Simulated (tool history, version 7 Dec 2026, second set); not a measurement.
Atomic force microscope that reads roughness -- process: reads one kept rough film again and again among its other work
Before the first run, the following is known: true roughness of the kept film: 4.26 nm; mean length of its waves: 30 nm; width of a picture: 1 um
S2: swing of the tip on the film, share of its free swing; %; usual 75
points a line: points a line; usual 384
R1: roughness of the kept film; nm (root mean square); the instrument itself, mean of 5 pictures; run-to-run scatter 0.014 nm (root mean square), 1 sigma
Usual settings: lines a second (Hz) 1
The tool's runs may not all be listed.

{"run": 1, "hour": 0.0, "lines a second (Hz)": 1, "S2": 75, "points a line": 384, "R1": 3.345}
{"run": 2, "hour": 43.7, "lines a second (Hz)": 1, "S2": 75, "points a line": 384, "R1": 3.355}
{"run": 3, "hour": 86.0, "lines a second (Hz)": 1, "S2": 75, "points a line": 384, "R1": 3.36}
{"run": 4, "hour": 111.6, "lines a second (Hz)": 1, "S2": 75, "points a line": 325, "R1": 3.358}
{"run": 5, "hour": 138.7, "lines a second (Hz)": 1, "S2": 75, "points a line": 384, "R1": 3.354}
{"run": 6, "hour": 159.2, "lines a second (Hz)": 1.17, "S2": 75, "points a line": 384, "R1": 3.3}
{"run": 7, "hour": 180.5, "lines a second (Hz)": 1, "S2": 75, "points a line": 384, "R1": 3.346}
{"run": 8, "hour": 211.1, "lines a second (Hz)": 1, "S2": 75, "points a line": 384, "R1": 3.349}
{"run": 9, "hour": 252.7, "lines a second (Hz)": 2.15, "S2": 75, "points a line": 384, "R1": 3.143}
{"run": 10, "hour": 274.7, "lines a second (Hz)": 1, "S2": 75, "points a line": 384, "R1": 3.326}
{"run": 11, "hour": 301.7, "lines a second (Hz)": 1.46, "S2": 75, "points a line": 384, "R1": 3.263}
{"run": 12, "hour": 348.5, "lines a second (Hz)": 1, "S2": 75, "points a line": 838, "R1": 3.396}
{"run": 13, "hour": 372.3, "lines a second (Hz)": 1, "S2": 58, "points a line": 384, "R1": 3.479}
{"run": 14, "hour": 411.8, "lines a second (Hz)": 1, "S2": 58, "points a line": 384, "R1": 3.48}
{"run": 15, "hour": 438.2, "lines a second (Hz)": 1, "S2": 58, "points a line": 384, "R1": 3.49}
{"run": 16, "hour": 458.1, "lines a second (Hz)": 1, "S2": 89, "points a line": 384, "R1": 3.155}
{"run": 17, "hour": 496.3, "lines a second (Hz)": 1, "S2": 89, "points a line": 384, "R1": 3.174}
{"run": 18, "hour": 536.0, "lines a second (Hz)": 1, "S2": 75, "points a line": 384, "R1": 3.355}
{"run": 19, "hour": 571.7, "lines a second (Hz)": 0.88, "S2": 58, "points a line": 384, "R1": 3.496}
{"run": 20, "hour": 598.6, "lines a second (Hz)": 1.88, "S2": 62, "points a line": 659, "R1": 3.388}
{"run": 21, "hour": 624.2, "lines a second (Hz)": 1.88, "S2": 66, "points a line": 659, "R1": 3.348}
{"run": 22, "hour": 667.3, "lines a second (Hz)": 3.06, "S2": 90, "points a line": 279, "R1": 2.532}
{"run": 23, "hour": 711.6, "lines a second (Hz)": 3.06, "S2": 56, "points a line": 279, "R1": 3.338}
{"run": 24, "hour": 751.1, "lines a second (Hz)": 3.06, "S2": 56, "points a line": 279, "R1": 3.361}
{"run": 25, "hour": 794.8, "lines a second (Hz)": 1.26, "S2": 85, "points a line": 279, "R1": 3.144}
{"run": 26, "hour": 822.7, "lines a second (Hz)": 1.26, "S2": 85, "points a line": 279, "R1": 3.15}
{"run": 27, "hour": 852.1, "lines a second (Hz)": 1.26, "S2": 85, "points a line": 279, "R1": 3.158}
{"run": 28, "hour": 890.2, "lines a second (Hz)": 2.23, "S2": 74, "points a line": 384, "R1": 3.152}
{"run": 29, "hour": 924.7, "lines a second (Hz)": 2.23, "S2": 74, "points a line": 384, "R1": 3.147}
{"run": 30, "hour": 969.0, "lines a second (Hz)": 3.04, "S2": 79, "points a line": 384, "R1": 2.882}
{"run": 31, "hour": 1009.3, "lines a second (Hz)": 0.53, "S2": 77, "points a line": 385, "R1": 3.426}
{"run": 32, "hour": 1051.8, "lines a second (Hz)": 2.34, "S2": 75, "points a line": 384, "R1": 3.096}
{"run": 33, "hour": 1086.1, "lines a second (Hz)": 2.34, "S2": 75, "points a line": 384, "R1": 3.127}
{"run": 34, "hour": 1118.0, "lines a second (Hz)": 2.34, "S2": 75, "points a line": 345, "R1": 3.1}
{"run": 35, "hour": 1143.8, "lines a second (Hz)": 1.11, "S2": 75, "points a line": 958, "R1": 3.374}
{"run": 36, "hour": 1179.4, "lines a second (Hz)": 1.44, "S2": 75, "points a line": 285, "R1": 3.258}

Put back what was entered between runs (19 entries, withheld): which listed runs does each sit between, and how does the hidden state differ from the listed run before to the listed run after?
In the gap between runs 1 and 2: new tip fitted (hour 28.9)
  radius of the tip, nm: 10.1 -> 10; height scale over the true one, %: 0 -> 0.01
In the gap between runs 3 and 4: new tip fitted (hour 89.6)
  radius of the tip, nm: 10.1 -> 10
In the gap between runs 5 and 6: new tip fitted (hour 151.5)
  radius of the tip, nm: 10.1 -> 10
In the gap between runs 8 and 9: new tip fitted (hour 215.1)
  no hidden state differs between the two runs
In the gap between runs 10 and 11: new tip fitted (hour 279.6)
  radius of the tip, nm: 10.1 -> 10
In the gap between runs 11 and 12: new tip fitted (hour 340)
  no hidden state differs between the two runs
In the gap between runs 13 and 14: new tip fitted (hour 402)
  radius of the tip, nm: 10.1 -> 10
In the gap between runs 16 and 17: new tip fitted (hour 465.5)
  no hidden state differs between the two runs
In the gap between runs 17 and 18: new tip fitted (hour 528.2)
  radius of the tip, nm: 10.1 -> 10
In the gap between runs 19 and 20: new tip fitted (hour 589.5)
  radius of the tip, nm: 10.1 -> 10
In the gap between runs 21 and 22: new tip fitted (hour 651)
  radius of the tip, nm: 10.1 -> 10
In the gap between runs 22 and 23: new tip fitted (hour 711.6)
  no hidden state differs between the two runs
In the gap between runs 24 and 25: new tip fitted (hour 773.5)
  radius of the tip, nm: 10.1 -> 10
In the gap between runs 26 and 27: new tip fitted (hour 836.5)
  radius of the tip, nm: 10.1 -> 10
In the gap between runs 28 and 29: new tip fitted (hour 898.4)
  no hidden state differs between the two runs
In the gap between runs 29 and 30: new tip fitted (hour 958.9)
  radius of the tip, nm: 10.1 -> 10
In the gap between runs 31 and 32: new tip fitted (hour 1022.2)
  no hidden state differs between the two runs
In the gap between runs 32 and 33: new tip fitted (hour 1083)
  radius of the tip, nm: 10.1 -> 10
In the gap between runs 34 and 35: new tip fitted (hour 1143.8)
  radius of the tip, nm: 10.1 -> 10
